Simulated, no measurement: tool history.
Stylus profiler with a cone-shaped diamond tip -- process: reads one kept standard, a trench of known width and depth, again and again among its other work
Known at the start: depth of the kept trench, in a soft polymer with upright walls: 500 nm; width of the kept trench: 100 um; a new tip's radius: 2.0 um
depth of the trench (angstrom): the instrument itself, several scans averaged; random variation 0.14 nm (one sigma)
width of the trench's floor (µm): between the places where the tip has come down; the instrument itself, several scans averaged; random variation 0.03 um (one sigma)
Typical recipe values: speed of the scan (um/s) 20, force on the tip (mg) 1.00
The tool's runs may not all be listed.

run	hour	speed of the scan (um/s)	force on the tip (mg)	depth of the trench (angstrom)	width of the trench's floor (µm)
1	0.0	20	1.00	5019.1	97.24
2	8.6	20	1.00	5020.6	97.22
3	21.7	20	0.84	5018.0	97.20
4	32.8	20	0.84	5015.8	97.17
5	40.8	20	1.69	5028.0	97.24
6	53.3	20	1.69	5026.6	97.22
7	68.8	20	1.69	5027.8	97.25
8	80.6	20	2.47	5036.8	97.29
9	96.2	20	2.47	5037.7	97.26
10	110.6	20	2.47	5035.3	97.23
11	125.8	20	0.64	5016.8	97.15
12	139.8	20	1.84	5030.3	97.24
13	147.7	20	1.84	5029.8	97.20
14	155.4	20	1.84	5032.8	97.25
15	169.6	20	0.42	5014.6	97.14
16	185.1	20	0.42	5015.2	97.20
17	195.0	20	0.42	5012.2	97.08
18	205.3	20	2.39	5037.0	97.24
19	213.3	42	1.00	5019.8	97.09
20	221.0	42	1.00	5021.9	97.13
21	227.9	42	1.00	5022.6	97.10
22	240.2	42	1.00	5019.8	97.12
23	249.5	20	0.45	5013.3	97.14
24	262.2	63	1.27	5024.8	97.01
25	279.2	57	1.20	5026.2	97.05
26	291.9	34	0.38	5015.7	97.03
27	300.1	23	0.38	5012.8	97.11
28	311.4	23	0.38	5014.7	97.05
29	326.8	26	1.95	5032.5	97.15
30	341.0	26	1.95	5035.8	97.10
31	348.2	26	1.95	5034.5	97.18
32	356.8	26	1.95	5032.8	97.13
33	365.3	26	1.95	5034.1	97.14
34	374.0	29	1.06	5025.2	97.10
35	381.3	29	1.06	5026.4	97.06
36	392.1	8	0.34	5017.0	97.22
37	400.4	8	0.34	5016.0	97.15
38	408.0	8	0.34	5015.0	97.11
39	424.2	57	1.00	5025.1	96.96
40	433.3	57	1.00	5024.0	97.01
41	445.8	49	1.06	5026.2	96.95
42	460.8	42	0.55	5018.5	96.95
43	474.9	24	1.91	5038.8	97.12
44	489.0	31	0.69	5022.4	97.03
45	496.5	7	1.06	5027.6	97.17
46	508.0	29	1.00	5026.8	97.05

Hidden state or all else? Some run-to-run changes of depth of the trench (angstrom), split into what the settings, what came in and random variation would give without the hidden state, and what is left for the hidden state (with any gauge scatter that isn't in both results):
Unlogged tool condition in this case: radius of the tip, um; height scale over the true one, %; drift of the gauge itself on depth_nm, %; drift of the gauge itself on floor_um, %.
Run 6 -> 7: settings left as they were, no log entry in between. depth of the trench (angstrom) +1.2: hidden state +0.3, all else +0.9.
Run 10 -> 11: force on the tip (mg) 2.47 -> 0.64. depth of the trench (angstrom) -18.5: hidden state +0.3, all else -18.8.
Run 15 -> 16: settings left as they were, no log entry in between. depth of the trench (angstrom) +0.6: hidden state +0.3, all else +0.3.
Run 17 -> 18: force on the tip (mg) 0.42 -> 2.39. depth of the trench (angstrom) +24.8: hidden state +0.1, all else +24.7.
Run 42 -> 43: speed of the scan (um/s) 42 -> 24, force on the tip (mg) 0.55 -> 1.91. depth of the trench (angstrom) +20.3: hidden state +0.3, all else +20.0.
